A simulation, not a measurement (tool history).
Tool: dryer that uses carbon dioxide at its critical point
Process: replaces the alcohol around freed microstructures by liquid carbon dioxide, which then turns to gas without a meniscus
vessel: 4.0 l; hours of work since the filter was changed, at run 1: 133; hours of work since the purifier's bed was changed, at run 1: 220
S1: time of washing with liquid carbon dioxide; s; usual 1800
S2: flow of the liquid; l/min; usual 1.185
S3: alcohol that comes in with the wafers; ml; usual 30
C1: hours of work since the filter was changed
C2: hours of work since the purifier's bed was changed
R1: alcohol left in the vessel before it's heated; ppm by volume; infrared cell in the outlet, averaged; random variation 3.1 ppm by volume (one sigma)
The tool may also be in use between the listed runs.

Run 1, hour 0.0: usual settings; C1 133; C2 220. Result: R1 21 ppm by volume.
Run 2, hour 17.5: usual settings but S2 0.730 l/min; C1 146; C2 233. Result: R1 93 ppm by volume.
Run 3, hour 37.0: usual settings but S2 0.730 l/min; C1 159; C2 246. Result: R1 92 ppm by volume.
Run 4, hour 50.1: usual settings but S3 29 ml; C1 169; C2 256. Result: R1 20 ppm by volume.
Run 5, hour 66.9: usual settings but S1 1320 s, S3 29 ml; C1 181; C2 268. Result: R1 51 ppm by volume.
Run 6, hour 84.6: usual settings but S1 1320 s, S3 29 ml; C1 193; C2 280. Result: R1 46 ppm by volume.
Run 7, hour 97.7: usual settings; C1 203; C2 290. Result: R1 24 ppm by volume.
Run 8, hour 113.6: usual settings; C1 214; C2 301. Result: R1 22 ppm by volume.
Run 9, hour 132.2: usual settings; C1 227; C2 314. Result: R1 25 ppm by volume.
Run 10, hour 153.4: usual settings; C1 242; C2 329. Result: R1 22 ppm by volume.
Run 11, hour 165.9: usual settings; C1 251; C2 338. Result: R1 31 ppm by volume.
Run 12, hour 184.5: usual settings; C1 264; C2 351. Result: R1 30 ppm by volume.
Run 13, hour 198.7: usual settings; C1 274; C2 361. Result: R1 25 ppm by volume.
Run 14, hour 208.4: usual settings but S1 1320 s, S2 0.950 l/min; C1 281; C2 368. Result: R1 123 ppm by volume.
Run 15, hour 225.5: usual settings but S1 1320 s, S2 1.010 l/min; C1 293; C2 380. Result: R1 102 ppm by volume.
Run 16, hour 236.1: usual settings but S1 1980 s, S2 1.350 l/min, S3 22 ml; C1 301; C2 388. Result: R1 22 ppm by volume.
Run 17, hour 248.9: usual settings but S1 2400 s, S3 118 ml; C1 310; C2 397. Result: R1 27 ppm by volume.
Run 18, hour 270.7: usual settings but S1 1140 s, S3 36 ml; C1 325; C2 412. Result: R1 122 ppm by volume.
Run 19, hour 285.5: usual settings but S1 2820 s, S3 36 ml; C1 336; C2 423. Result: R1 26 ppm by volume.
Run 20, hour 295.2: usual settings but S1 2820 s, S3 36 ml; C1 343; C2 430. Result: R1 29 ppm by volume.
Run 21, hour 310.8: usual settings but S1 2820 s, S3 36 ml; C1 354; C2 441. Result: R1 27 ppm by volume.
Run 22, hour 322.9: usual settings but S1 1980 s, S2 1.390 l/min, S3 26 ml; C1 362; C2 449. Result: R1 28 ppm by volume.
Run 23, hour 340.7: usual settings but S1 1320 s, S2 1.190 l/min, S3 75 ml; C1 375; C2 462. Result: R1 128 ppm by volume.
Run 24, hour 360.7: usual settings but S1 2280 s, S2 1.190 l/min, S3 78 ml; C1 389; C2 476. Result: R1 28 ppm by volume.
Run 25, hour 376.1: usual settings but S1 2820 s, S2 1.100 l/min, S3 40 ml; C1 400; C2 487. Result: R1 28 ppm by volume.
Run 26, hour 393.1: usual settings but S1 2820 s, S2 1.100 l/min, S3 40 ml; C1 412; C2 499. Result: R1 34 ppm by volume.

5 ways to go on from here, each from the tool as it stands after run 26. What would each give?
Run A, hour 411.1: usual settings but S1 2880 s, S2 0.750 l/min, S3 34 ml; C1 425; C2 512. Result: R1 ?.
Run B, hour 411.1: usual settings but S1 2100 s, S2 1.720 l/min; C1 425; C2 512. Result: R1 ?.
Run C, hour 411.1: usual settings but S1 1140 s, S2 1.100 l/min, S3 50 ml; C1 425; C2 512. Result: R1 ?.
Run D, hour 411.1: usual settings but S1 1680 s, S2 1.100 l/min, S3 40 ml; C1 425; C2 512. Result: R1 ?.
Run E, hour 411.1: usual settings but S3 41 ml; C1 425; C2 512. Result: R1 ?.

run   R1
  A   35
  B   30
  C  223
  D   41
  E   30
Without the tool's hidden state the same runs would have given:
run   R1
  A    9
  B    7
  C  151
  D   11
  E    3
